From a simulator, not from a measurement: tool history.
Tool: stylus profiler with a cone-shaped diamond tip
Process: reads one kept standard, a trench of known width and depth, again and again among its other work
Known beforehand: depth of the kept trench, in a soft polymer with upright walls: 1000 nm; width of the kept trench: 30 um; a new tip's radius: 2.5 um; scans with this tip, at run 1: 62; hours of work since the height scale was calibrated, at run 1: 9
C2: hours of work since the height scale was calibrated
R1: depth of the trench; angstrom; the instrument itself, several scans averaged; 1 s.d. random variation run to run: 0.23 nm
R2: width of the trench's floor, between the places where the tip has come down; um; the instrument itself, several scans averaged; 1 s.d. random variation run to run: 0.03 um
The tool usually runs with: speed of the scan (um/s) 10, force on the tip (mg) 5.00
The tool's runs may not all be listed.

Run 1, hour 0.0: usual settings; scans with this tip 62; C2 9. Result: R1 10141.9 angstrom, R2 25.91 um.
Run 2, hour 71.8: usual settings; scans with this tip 284; C2 43. Result: R1 10141.6 angstrom, R2 25.87 um.
Run 3, hour 148.8: usual settings; scans with this tip 523; C2 79. Result: R1 10143.2 angstrom, R2 25.77 um.
Run 4, hour 230.1: usual settings but speed of the scan (um/s) 8; scans with this tip 775; C2 117. Result: R1 10140.5 angstrom, R2 25.77 um.
Run 5, hour 293.5: usual settings but speed of the scan (um/s) 8; scans with this tip 971; C2 147. Result: R1 10146.2 angstrom, R2 25.73 um.
Run 6, hour 368.0: usual settings; scans with this tip 1202; C2 182. Result: R1 10142.5 angstrom, R2 25.59 um.
Run 7, hour 418.6: usual settings but speed of the scan (um/s) 4; scans with this tip 1359; C2 206. Result: R1 10139.5 angstrom, R2 25.64 um.
Run 8, hour 492.3: usual settings but speed of the scan (um/s) 21, force on the tip (mg) 9.40; scans with this tip 1588; C2 241. Result: R1 10216.5 angstrom, R2 25.57 um.
Run 9, hour 549.7: usual settings but speed of the scan (um/s) 12, force on the tip (mg) 8.71; scans with this tip 1766; C2 268. Result: R1 10210.3 angstrom, R2 25.51 um.
Run 10, hour 602.4: usual settings but speed of the scan (um/s) 35, force on the tip (mg) 8.14; scans with this tip 1929; C2 292. Result: R1 10201.8 angstrom, R2 25.40 um.
Run 11, hour 694.0: usual settings but speed of the scan (um/s) 3, force on the tip (mg) 7.77; scans with this tip 2213; C2 335. Result: R1 10195.9 angstrom, R2 25.44 um.
Run 12, hour 794.8: usual settings but speed of the scan (um/s) 3, force on the tip (mg) 7.77; scans with this tip 2526; C2 383. Result: R1 10199.0 angstrom, R2 25.34 um.
Run 13, hour 905.9: usual settings but speed of the scan (um/s) 14, force on the tip (mg) 11.54; scans with this tip 2870; C2 435. Result: R1 10253.9 angstrom, R2 25.30 um.

Hidden state or all else? Some run-to-run changes of R1, split into what the settings, what came in and random variation would give without the hidden state, and what is left for the hidden state (with any gauge scatter that isn't in both results):
The tool's hidden condition here consists of: radius of the tip, um; height scale over the true one, %; drift of the gauge itself on depth_nm, %; drift of the gauge itself on floor_um, %.
Run 7 -> 8: speed of the scan (um/s) 4 -> 21, force on the tip (mg) 5.00 -> 9.40. R1 +77.0 angstrom: hidden state +0.8, all else +76.2.
Run 12 -> 13: speed of the scan (um/s) 3 -> 14, force on the tip (mg) 7.77 -> 11.54. R1 +54.9 angstrom: hidden state +1.1, all else +53.8.

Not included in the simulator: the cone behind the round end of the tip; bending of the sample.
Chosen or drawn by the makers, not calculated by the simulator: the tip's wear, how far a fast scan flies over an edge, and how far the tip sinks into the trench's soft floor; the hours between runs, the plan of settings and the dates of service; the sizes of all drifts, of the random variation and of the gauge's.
